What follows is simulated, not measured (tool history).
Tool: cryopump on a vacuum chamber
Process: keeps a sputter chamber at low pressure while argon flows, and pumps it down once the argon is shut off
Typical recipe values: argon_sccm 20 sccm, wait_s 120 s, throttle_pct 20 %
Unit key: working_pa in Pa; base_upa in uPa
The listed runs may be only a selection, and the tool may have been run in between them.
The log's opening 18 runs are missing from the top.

run   hour  argon_sccm  wait_s  throttle_pct  hours of work since the pump was warmed up and emptied  hours of work since the cold head was overhauled  hours of work since the chamber's fittings were tightened  working_pa  base_upa
 19  285.3          12     293            44                                                     813                                               813                                                       1429      0.0244      1.58
 20  293.9          27     254            29                                                     820                                               820                                                       1436      0.0812      1.63
 21  309.3          20      49            23                                                     833                                               833                                                       1449      0.0738      2.60
 22  328.6          10      21            22                                                     849                                               849                                                       1465      0.0390      4.18
 23  339.1          29     120            23                                                     857                                               857                                                       1473      0.1076      1.93
 24  357.1          29     120            23                                                     872                                               872                                                       1488      0.1083      1.97
 25  370.1          20     248            26                                                     883                                               883                                                       1499      0.0670      1.74
 26  381.5          20     101            36                                                     893                                               893                                                       1508      0.0497      2.04
 27  390.9          24      88            28                                                     900                                               900                                                       1516      0.0751      2.10
 28  403.1          32      46            34                                                     910                                               910                                                       1526      0.0839      2.81
 29  413.5          32      46            34                                                     919                                               919                                                       1535      0.0839      2.86
 30  426.4          10     120            16                                                     930                                               930                                                       1545      0.0528      2.11
 31  447.6          10     120            16                                                     947                                               947                                                       1563      0.0513      2.09
 32  464.8          37      64            34                                                     962                                               962                                                       1577      0.0982      2.58
 33  481.3          38      50            24                                                     975                                               975                                                       1591      0.1378      2.73
 34  492.9          20      44            44                                                     985                                               985                                                       1601      0.0433      2.94

Consider 4 possible next runs. They are alternatives, not a sequence: every one starts from the tool as it was left by run 34. What does each give?
  A  511.1          20      44            16                                                    1000                                              1000                                                       1616           ?         ?
  B  511.1          37      99            34                                                    1000                                              1000                                                       1616           ?         ?
  C  511.1          20      31            22                                                    1000                                              1000                                                       1616           ?         ?
  D  511.1          40     120            31                                                    1000                                              1000                                                       1616           ?         ?

run  working_pa  base_upa
  A      0.1055      3.05
  B      0.0982      2.31
  C      0.0784      3.45
  D      0.1157      2.14
With the hidden condition removed and each run's random variation left untouched, the same runs would have given:
run  working_pa  base_upa
  A      0.0983      1.49
  B      0.0851      0.76
  C      0.0713      1.95
  D      0.1015      0.61
